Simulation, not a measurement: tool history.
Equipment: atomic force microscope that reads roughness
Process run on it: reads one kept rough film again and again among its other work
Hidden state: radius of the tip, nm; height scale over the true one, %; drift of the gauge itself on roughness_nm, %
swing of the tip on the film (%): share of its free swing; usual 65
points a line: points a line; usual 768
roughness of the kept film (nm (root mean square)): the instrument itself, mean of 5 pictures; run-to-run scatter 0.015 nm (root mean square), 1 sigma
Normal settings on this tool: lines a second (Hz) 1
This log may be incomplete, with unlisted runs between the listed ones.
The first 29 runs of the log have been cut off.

| run | day | lines a second (Hz) | swing of the tip on the film (%) | points a line | pictures with this tip | hours of work since the height scale was calibrated | roughness of the kept film (nm (root mean square)) |
|---|---|---|---|---|---|---|---|
| 30 | 19.879 | 3.48 | 58 | 958 | 48 | 674 | 1.971 |
| 31 | 20.288 | 3 | 87 | 862 | 57 | 679 | 1.382 |
|  | 20.662 | new tip fitted |
| 32 | 21.125 | 3.4 | 73 | 862 | 10 | 689 | 2.647 |
| 33 | 21.65 | 2.83 | 71 | 258 | 21 | 696 | 2.306 |
| 34 | 22.575 | 2.83 | 71 | 258 | 40 | 707 | 1.91 |
| 35 | 23.492 | 2.83 | 71 | 258 | 59 | 718 | 1.612 |
|  | 23.75 | new tip fitted |
| 36 | 24.217 | 2.24 | 65 | 768 | 10 | 726 | 2.858 |
| 37 | 25.167 | 0.62 | 87 | 768 | 30 | 738 | 2.272 |
| 38 | 26.1 | 0.62 | 87 | 768 | 49 | 749 | 1.896 |
|  | 26.838 | new tip fitted |
| 39 | 26.85 | 0.62 | 65 | 309 | 1 | 758 | 3.608 |
| 40 | 27.862 | 0.62 | 65 | 427 | 22 | 770 | 2.68 |
| 41 | 28.792 | 0.62 | 65 | 427 | 41 | 781 | 2.17 |
| 42 | 29.604 | 1.81 | 82 | 722 | 58 | 791 | 1.582 |
|  | 29.933 | new tip fitted |
| 43 | 30.479 | 2.55 | 82 | 920 | 11 | 802 | 2.489 |
| 44 | 30.921 | 2.55 | 82 | 920 | 20 | 807 | 2.246 |
| 45 | 31.642 | 0.65 | 65 | 497 | 35 | 816 | 2.392 |
| 46 | 32.05 | 0.65 | 65 | 497 | 44 | 821 | 2.174 |
| 47 | 32.938 | 1.14 | 58 | 288 | 63 | 831 | 1.79 |
|  | 33.021 | new tip fitted |
| 48 | 33.808 | 1.49 | 65 | 840 | 16 | 842 | 2.792 |
| 49 | 34.825 | 1.49 | 65 | 840 | 38 | 854 | 2.171 |
| 50 | 35.512 | 0.62 | 59 | 936 | 52 | 862 | 2.024 |
|  | 36.092 | new tip fitted |
| 51 | 36.479 | 1.54 | 81 | 936 | 8 | 874 | 2.863 |
| 52 | 37.267 | 1.38 | 80 | 768 | 24 | 883 | 2.432 |
| 53 | 38.008 | 2.28 | 65 | 270 | 40 | 892 | 2.091 |

3 ways to go on from here, each from the tool as it stands after run 53. What would each give?
| A | 38.817 | 1.11 | 65 | 426 | 57 | 902 | ? |
| B | 38.817 | 1 | 58 | 768 | 57 | 902 | ? |
| C | 38.817 | 1.86 | 59 | 971 | 57 | 902 | ? |

| run | roughness of the kept film (nm (root mean square)) |
|---|---|
| A | 1.904 |
| B | 1.964 |
| C | 1.934 |
With the hidden condition removed and each run's random variation left untouched, the same runs would have given:
| run | roughness of the kept film (nm (root mean square)) |
|---|---|
| A | 3.567 |
| B | 3.681 |
| C | 3.62 |
